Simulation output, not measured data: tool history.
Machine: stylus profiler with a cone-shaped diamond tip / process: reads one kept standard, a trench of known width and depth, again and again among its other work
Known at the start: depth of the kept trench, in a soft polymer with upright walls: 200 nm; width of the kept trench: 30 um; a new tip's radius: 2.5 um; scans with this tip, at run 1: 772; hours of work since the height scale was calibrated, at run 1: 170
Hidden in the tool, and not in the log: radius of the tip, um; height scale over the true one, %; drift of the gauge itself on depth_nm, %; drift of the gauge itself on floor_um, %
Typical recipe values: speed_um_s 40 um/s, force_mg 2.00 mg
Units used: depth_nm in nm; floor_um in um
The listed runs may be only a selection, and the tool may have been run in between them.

run,hour,speed_um_s,force_mg,scans with this tip,hours of work since the height scale was calibrated,depth_nm,floor_um
1,0.0,40,2.00,772,170,200.53,27.77
2,8.7,40,2.00,793,174,200.76,27.81
3,19.2,40,2.00,817,180,200.81,27.78
4,27.3,40,2.00,836,184,200.59,27.78
5,38.6,40,2.00,862,190,200.66,27.76
6,52.3,40,2.00,895,197,201.00,27.75
7,66.5,40,2.00,928,204,200.93,27.75
8,76.1,40,2.00,950,209,200.77,27.75
9,89.9,28,2.00,982,216,200.72,27.82
10,106.7,28,2.00,1022,225,200.69,27.82
11,122.4,28,2.00,1058,233,200.81,27.85
12,131.2,28,2.00,1079,237,200.72,27.83
13,139.1,28,2.00,1097,241,200.52,27.84
14,149.6,125,2.00,1122,247,200.94,27.38
15,163.0,125,2.00,1153,254,200.55,27.43
16,173.5,125,2.00,1177,259,200.67,27.36
17,189.2,40,2.00,1214,267,200.75,27.79
18,201.2,40,2.00,1242,273,200.67,27.77
19,214.0,144,2.00,1272,280,200.65,27.26
20,225.2,144,2.00,1298,286,200.58,27.27
21,235.4,76,2.00,1322,291,200.53,27.58
22,246.9,76,2.00,1349,297,200.60,27.53
23,257.8,40,2.00,1374,302,200.73,27.69
24,275.4,11,2.58,1415,311,200.89,27.93
25,291.4,40,2.30,1453,320,200.80,27.77
26,302.1,106,1.21,1478,325,200.35,27.29
27,314.5,22,2.08,1507,332,200.59,27.85
28,328.2,17,5.60,1538,339,201.80,27.88
29,343.5,10,1.00,1574,346,200.20,27.85
30,352.1,10,1.00,1594,351,200.19,27.90
31,362.6,10,1.00,1619,356,200.31,27.82
32,374.7,18,0.85,1647,362,200.29,27.83
33,382.8,18,0.85,1666,367,200.24,27.77
34,399.3,18,0.85,1704,375,200.11,27.83
35,412.9,12,1.54,1736,382,200.38,27.90
36,427.8,12,1.54,1771,390,200.32,27.86
37,436.0,12,1.54,1790,394,200.56,27.85
38,447.3,17,1.64,1817,400,200.55,27.84
39,455.6,40,4.17,1836,404,201.24,27.80
40,468.9,28,2.29,1867,411,200.78,27.80
41,486.0,67,1.28,1907,420,200.27,27.55
42,493.6,67,1.28,1925,424,200.35,27.59
43,509.4,21,1.72,1961,432,200.60,27.83
44,518.1,21,2.30,1982,436,200.73,27.87
45,526.5,21,2.30,2001,440,200.64,27.84
46,543.6,30,1.21,2041,449,200.26,27.74

Below are 5 alternative next runs, each starting from the tool's condition after run 46. Predict each:
A,557.2,46,1.68,2073,456,?,?
B,557.2,40,2.65,2073,456,?,?
C,557.2,78,0.88,2073,456,?,?
D,557.2,30,1.96,2073,456,?,?
E,557.2,30,1.51,2073,456,?,?

run,depth_nm,floor_um
A,200.45,27.66
B,200.74,27.74
C,200.00,27.38
D,200.48,27.78
E,200.52,27.76
Had the tool no hidden state, the same runs would have come out as:
run,depth_nm,floor_um
A,200.90,27.79
B,201.19,27.88
C,200.45,27.51
D,200.92,27.91
E,200.96,27.89

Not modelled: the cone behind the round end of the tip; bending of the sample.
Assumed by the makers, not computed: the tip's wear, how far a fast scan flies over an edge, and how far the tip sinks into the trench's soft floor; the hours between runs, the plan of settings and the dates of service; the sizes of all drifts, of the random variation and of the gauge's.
